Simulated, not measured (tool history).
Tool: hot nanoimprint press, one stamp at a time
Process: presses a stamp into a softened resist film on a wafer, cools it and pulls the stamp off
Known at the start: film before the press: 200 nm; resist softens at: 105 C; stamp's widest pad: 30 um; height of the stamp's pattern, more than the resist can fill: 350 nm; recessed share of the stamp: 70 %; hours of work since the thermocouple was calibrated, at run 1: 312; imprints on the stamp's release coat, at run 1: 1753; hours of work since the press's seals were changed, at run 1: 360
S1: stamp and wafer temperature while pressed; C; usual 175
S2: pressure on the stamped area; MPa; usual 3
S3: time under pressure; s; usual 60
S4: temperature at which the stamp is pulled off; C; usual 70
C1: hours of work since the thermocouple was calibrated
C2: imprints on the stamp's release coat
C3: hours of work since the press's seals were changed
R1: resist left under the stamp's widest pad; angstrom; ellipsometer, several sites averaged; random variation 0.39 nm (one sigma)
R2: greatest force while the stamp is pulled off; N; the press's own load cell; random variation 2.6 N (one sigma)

run	hour	S1	S2	S3	S4	C1	C2	C3	R1	R2
1	0	175	3	60	70	312	1753	360	1036	122
2	19	175	3	60	70	323	1796	371	1031	117
3	26.9	175	3	60	70	327	1814	376	1031	118
4	38.8	175	3	60	70	334	1842	383	1026	120
5	52.9	175	3	60	70	342	1874	391	1024	123
6	66.8	175	3	60	70	350	1906	399	1032	117
7	79.2	175	3	60	70	357	1934	406	1025	120
8	96.9	175	3	60	70	367	1974	416	1022	120
9	111.7	175	3	60	70	376	2008	424	1032	115
10	125.8	175	3	60	70	384	2041	433	1033	122
11	143.8	175	3.38	60	70	394	2082	443	971	122
12	153.6	175	3.38	60	70	400	2104	448	974	121
13	162.3	167	3	60	70	405	2124	453	1298	120
14	178.4	167	3	60	70	414	2161	463	1293	123
15	197.6	175	3	89	70	425	2205	474	895	122
16	214.4	164	2.1	72	62	435	2244	483	1507	140
17	222.6	164	2.1	72	62	439	2262	488	1499	138
18	234.3	174	4.41	32	62	446	2289	495	1090	140
# hour 248.4: plate thermocouple calibrated
19	253.5	174	4.41	32	62	3	2326	504	1093	144
20	262.6	171	3	47	70	8	2347	509	1240	122
21	271.7	171	3	47	70	13	2368	514	1241	120
22	281.6	171	3.34	77	70	19	2390	520	1023	118
23	289.7	171	3.34	77	70	24	2409	525	1025	118
# hour 315: stamp cleaned and given a new release coat
24	315	175	4.36	60	69	35	0	536	856	115
25	333.4	175	4.4	60	55	45	42	546	847	155
26	348.4	175	3	75	63	54	77	555	955	138
27	363.1	175	4.08	42	63	62	110	563	1006	136
28	372	175	4.08	42	63	67	131	568	1007	138
29	386.6	175	3.65	33	76	76	164	577	1141	99
30	395.3	176	2.64	33	65	81	184	582	1279	127

The same runs without the tool's hidden state, with the same run-to-run variation:
The hidden state here: true temperature over the reading, C; pressure that arrives at the usual setting, %; grip of the stamp's worn release coat, % over a new coat's; drift of the gauge itself on residual_nm, %; drift of the gauge itself on pull_off_n, %.
run	R2
1	120
2	115
3	117
4	119
5	121
6	115
7	118
8	118
9	113
10	120
11	121
12	119
13	118
14	121
15	120
16	137
17	136
18	137
19	142
20	120
21	117
22	115
23	115
24	115
25	155
26	138
27	136
28	138
29	99
30	127
R1: within 2 angstrom of the measured result in every run.
